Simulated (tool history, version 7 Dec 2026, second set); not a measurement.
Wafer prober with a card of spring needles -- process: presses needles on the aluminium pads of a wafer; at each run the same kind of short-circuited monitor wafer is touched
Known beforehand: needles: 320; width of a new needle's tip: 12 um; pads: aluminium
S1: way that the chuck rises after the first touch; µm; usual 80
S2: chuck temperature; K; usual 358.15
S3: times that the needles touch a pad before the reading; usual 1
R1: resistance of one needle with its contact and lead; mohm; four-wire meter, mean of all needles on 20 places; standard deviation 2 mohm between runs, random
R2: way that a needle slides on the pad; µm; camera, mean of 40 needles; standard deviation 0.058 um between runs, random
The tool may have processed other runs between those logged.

Run 1, hour 0.0: usual settings. Result: R1 229 mohm, R2 18.32 µm.
At hour 12.2: tips cleaned on abrasive film.
At hour 27.8: tips cleaned on abrasive film.
At hour 40.9: tips cleaned on abrasive film.
Run 2, hour 40.9: usual settings. Result: R1 218 mohm, R2 18.43 µm.
At hour 53.8: tips cleaned on abrasive film.
At hour 69.3: tips cleaned on abrasive film.
Run 3, hour 71.8: usual settings. Result: R1 236 mohm, R2 18.23 µm.
At hour 84.3: tips cleaned on abrasive film.
At hour 99.5: tips cleaned on abrasive film.
At hour 114.8: tips cleaned on abrasive film.
Run 4, hour 122.5: usual settings. Result: R1 252 mohm, R2 18.23 µm.
At hour 129.0: tips cleaned on abrasive film.
At hour 145.0: tips cleaned on abrasive film.
Run 5, hour 156.3: usual settings. Result: R1 255 mohm, R2 18.27 µm.
At hour 158.8: tips cleaned on abrasive film.
At hour 171.7: tips cleaned on abrasive film.
At hour 187.3: tips cleaned on abrasive film.
Run 6, hour 192.8: usual settings but S1 97 µm. Result: R1 237 mohm, R2 22.15 µm.
At hour 202.5: tips cleaned on abrasive film.
At hour 205.2: height of the first contact set anew.
At hour 217.4: tips cleaned on abrasive film.
At hour 232.8: tips cleaned on abrasive film.
At hour 246.9: tips cleaned on abrasive film.
Run 7, hour 249.2: usual settings but S1 97 µm. Result: R1 229 mohm, R2 22.52 µm.
At hour 262.8: tips cleaned on abrasive film.
At hour 275.7: tips cleaned on abrasive film.
At hour 291.5: tips cleaned on abrasive film.
Run 8, hour 294.9: usual settings but S1 97 µm. Result: R1 229 mohm, R2 22.39 µm.
At hour 307.2: tips cleaned on abrasive film.
At hour 323.2: tips cleaned on abrasive film.
At hour 338.6: tips cleaned on abrasive film.
Run 9, hour 343.8: usual settings but S1 97 µm. Result: R1 235 mohm, R2 22.47 µm.
At hour 353.5: tips cleaned on abrasive film.
At hour 369.4: tips cleaned on abrasive film.
Run 10, hour 372.4: usual settings but S2 330.15 K. Result: R1 229 mohm, R2 18.53 µm.
At hour 384.5: tips cleaned on abrasive film.
Run 11, hour 396.5: usual settings but S2 307.15 K. Result: R1 254 mohm, R2 18.37 µm.
At hour 399.8: tips cleaned on abrasive film.
At hour 414.3: tips cleaned on abrasive film.
At hour 429.4: tips cleaned on abrasive film.
At hour 445.4: tips cleaned on abrasive film.
Run 12, hour 449.1: usual settings but S2 307.15 K. Result: R1 236 mohm, R2 18.19 µm.
At hour 461.4: tips cleaned on abrasive film.
At hour 474.2: tips cleaned on abrasive film.
At hour 488.7: tips cleaned on abrasive film.
Run 13, hour 497.8: usual settings but S2 307.15 K. Result: R1 246 mohm, R2 18.21 µm.
At hour 504.3: tips cleaned on abrasive film.
At hour 520.2: tips cleaned on abrasive film.
At hour 533.7: tips cleaned on abrasive film.
Run 14, hour 533.7: usual settings but S2 307.15 K. Result: R1 205 mohm, R2 18.18 µm.
At hour 548.0: tips cleaned on abrasive film.
At hour 561.9: tips cleaned on abrasive film.
Run 15, hour 565.2: usual settings but S1 62 µm, S3 2. Result: R1 245 mohm, R2 13.83 µm.
At hour 577.0: tips cleaned on abrasive film.
At hour 580.5: height of the first contact set anew.
At hour 592.9: tips cleaned on abrasive film.
At hour 608.1: tips cleaned on abrasive film.
Run 16, hour 613.3: usual settings but S2 368.15 K. Result: R1 252 mohm, R2 18.69 µm.
At hour 622.9: tips cleaned on abrasive film.
At hour 638.3: tips cleaned on abrasive film.
At hour 652.7: tips cleaned on abrasive film.
At hour 667.3: tips cleaned on abrasive film.
Run 17, hour 668.1: usual settings but S1 76 µm, S2 306.15 K, S3 3. Result: R1 211 mohm, R2 17.69 µm.
At hour 682.7: tips cleaned on abrasive film.
At hour 697.5: tips cleaned on abrasive film.
At hour 712.1: tips cleaned on abrasive film.
Run 18, hour 712.4: usual settings but S1 76 µm, S2 306.15 K, S3 3. Result: R1 209 mohm, R2 17.53 µm.
At hour 727.6: tips cleaned on abrasive film.
At hour 743.5: tips cleaned on abrasive film.
At hour 756.4: tips cleaned on abrasive film.
Run 19, hour 760.2: usual settings but S1 76 µm, S2 306.15 K, S3 3. Result: R1 219 mohm, R2 17.44 µm.
At hour 769.7: tips cleaned on abrasive film.
At hour 782.6: tips cleaned on abrasive film.
At hour 798.6: tips cleaned on abrasive film.
At hour 813.8: tips cleaned on abrasive film.
Run 20, hour 816.6: usual settings but S1 84 µm, S2 381.15 K, S3 3. Result: R1 222 mohm, R2 19.08 µm.
At hour 828.6: tips cleaned on abrasive film.
At hour 843.5: tips cleaned on abrasive film.
At hour 858.2: tips cleaned on abrasive film.
At hour 871.7: tips cleaned on abrasive film.
Run 21, hour 871.7: usual settings but S1 78 µm, S2 366.15 K. Result: R1 220 mohm, R2 17.65 µm.
At hour 887.7: tips cleaned on abrasive film.
At hour 902.1: tips cleaned on abrasive film.
Run 22, hour 909.3: usual settings but S1 78 µm, S2 366.15 K. Result: R1 261 mohm, R2 17.81 µm.
At hour 915.8: tips cleaned on abrasive film.
At hour 931.0: tips cleaned on abrasive film.
At hour 943.9: tips cleaned on abrasive film.
At hour 956.6: height of the first contact set anew.
At hour 959.9: tips cleaned on abrasive film.
Run 23, hour 963.4: usual settings but S1 83 µm, S2 354.15 K. Result: R1 240 mohm, R2 19.34 µm.
At hour 972.9: tips cleaned on abrasive film.
At hour 988.4: tips cleaned on abrasive film.
At hour 1003.2: tips cleaned on abrasive film.
Run 24, hour 1003.2: usual settings but S1 83 µm, S2 354.15 K. Result: R1 217 mohm, R2 19.26 µm.
At hour 1018.7: tips cleaned on abrasive film.
At hour 1034.2: tips cleaned on abrasive film.
Run 25, hour 1044.7: usual settings but S1 92 µm, S2 354.15 K. Result: R1 253 mohm, R2 21.30 µm.
At hour 1048.0: tips cleaned on abrasive film.
At hour 1063.9: tips cleaned on abrasive film.
Run 26, hour 1073.2: usual settings but S1 82 µm, S2 340.15 K, S3 2. Result: R1 237 mohm, R2 18.91 µm.
At hour 1078.2: tips cleaned on abrasive film.
At hour 1093.6: tips cleaned on abrasive film.
At hour 1109.4: tips cleaned on abrasive film.
At hour 1124.9: tips cleaned on abrasive film.
Run 27, hour 1127.1: usual settings but S1 82 µm, S2 340.15 K, S3 2. Result: R1 229 mohm, R2 18.84 µm.
At hour 1138.5: tips cleaned on abrasive film.
At hour 1151.4: tips cleaned on abrasive film.
At hour 1167.2: tips cleaned on abrasive film.
Run 28, hour 1174.6: usual settings but S1 77 µm, S2 334.15 K, S3 2. Result: R1 242 mohm, R2 17.57 µm.

Forecast each of these 4 alternatives for the next run:
At hour 1181.0: tips cleaned on abrasive film.
At hour 1196.3: tips cleaned on abrasive film.
At hour 1212.1: tips cleaned on abrasive film.
Run A, hour 1214.2: usual settings but S1 70 µm, S2 378.15 K. Result: R1 ?, R2 ?.
At hour 1181.0: tips cleaned on abrasive film.
At hour 1196.3: tips cleaned on abrasive film.
At hour 1212.1: tips cleaned on abrasive film.
Run B, hour 1214.2: usual settings but S1 66 µm, S2 346.15 K. Result: R1 ?, R2 ?.
At hour 1181.0: tips cleaned on abrasive film.
At hour 1196.3: tips cleaned on abrasive film.
At hour 1212.1: tips cleaned on abrasive film.
Run C, hour 1214.2: usual settings but S1 87 µm, S2 335.15 K, S3 2. Result: R1 ?, R2 ?.
At hour 1181.0: tips cleaned on abrasive film.
At hour 1196.3: tips cleaned on abrasive film.
At hour 1212.1: tips cleaned on abrasive film.
Run D, hour 1214.2: usual settings but S1 62 µm. Result: R1 ?, R2 ?.

run   R1     R2
  A  249  15.88
  B  249  14.97
  C  219  19.91
  D  260  14.09
Without the tool's hidden state the same runs would have given:
run   R1     R2
  A  217  16.28
  B  212  15.36
  C  205  20.31
  D  219  14.48

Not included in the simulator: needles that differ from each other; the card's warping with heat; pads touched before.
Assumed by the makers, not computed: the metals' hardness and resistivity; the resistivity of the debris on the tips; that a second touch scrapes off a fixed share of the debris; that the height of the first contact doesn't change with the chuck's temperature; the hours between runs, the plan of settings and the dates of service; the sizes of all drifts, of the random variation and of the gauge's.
